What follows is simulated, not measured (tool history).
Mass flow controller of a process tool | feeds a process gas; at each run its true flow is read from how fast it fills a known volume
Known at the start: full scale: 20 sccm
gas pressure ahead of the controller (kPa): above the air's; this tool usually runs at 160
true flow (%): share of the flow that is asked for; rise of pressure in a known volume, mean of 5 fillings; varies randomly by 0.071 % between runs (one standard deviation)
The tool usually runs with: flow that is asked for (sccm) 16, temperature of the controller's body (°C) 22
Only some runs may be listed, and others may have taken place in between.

run    hour  flow that is asked for (sccm)  gas pressure ahead of the controller (kPa)  temperature of the controller's body (°C)  true flow (%)
  1     0.0                             16                                         160                                         22          99.83
  2   288.3                             16                                         160                                         22          99.81
  3   583.9                             16                                         193                                         22          99.81
  4   904.2                             16                                         193                                         22          99.69
  5  1080.4                             16                                         193                                         22          99.71
  6  1312.6                             11                                         193                                         22          99.31
  7  1466.3                             11                                         193                                         22          99.38
  8  1748.2                             11                                         193                                         22          99.28
  9  1926.1                             17                                         193                                         28          99.09
 10  2202.0                              5                                         208                                         31          98.05
 11  2558.6                              2                                         272                                         31          98.02
 12  2753.9                              2                                         272                                         31          97.87
 13  3010.4                              2                                         272                                         31          97.90
 14  3165.1                              2                                         272                                         31          97.77
 15  3412.3                              2                                         272                                         24          98.23
 16  3618.1                              2                                         272                                         24          98.22

Forecast each of these 4 alternatives for the next run:
  A  3914.1                              2                                         272                                         32              ?
  B  3914.1                              8                                         173                                         22              ?
  C  3914.1                              2                                         150                                         38              ?
  D  3914.1                              4                                         201                                         34              ?

run  true flow (%)
  A          97.55
  B          98.53
  C          96.87
  D          97.28
Take away the tool's hidden state, keep each run's random variation, and the runs would have read:
run  true flow (%)
  A          98.57
  B          99.59
  C          97.88
  D          98.31
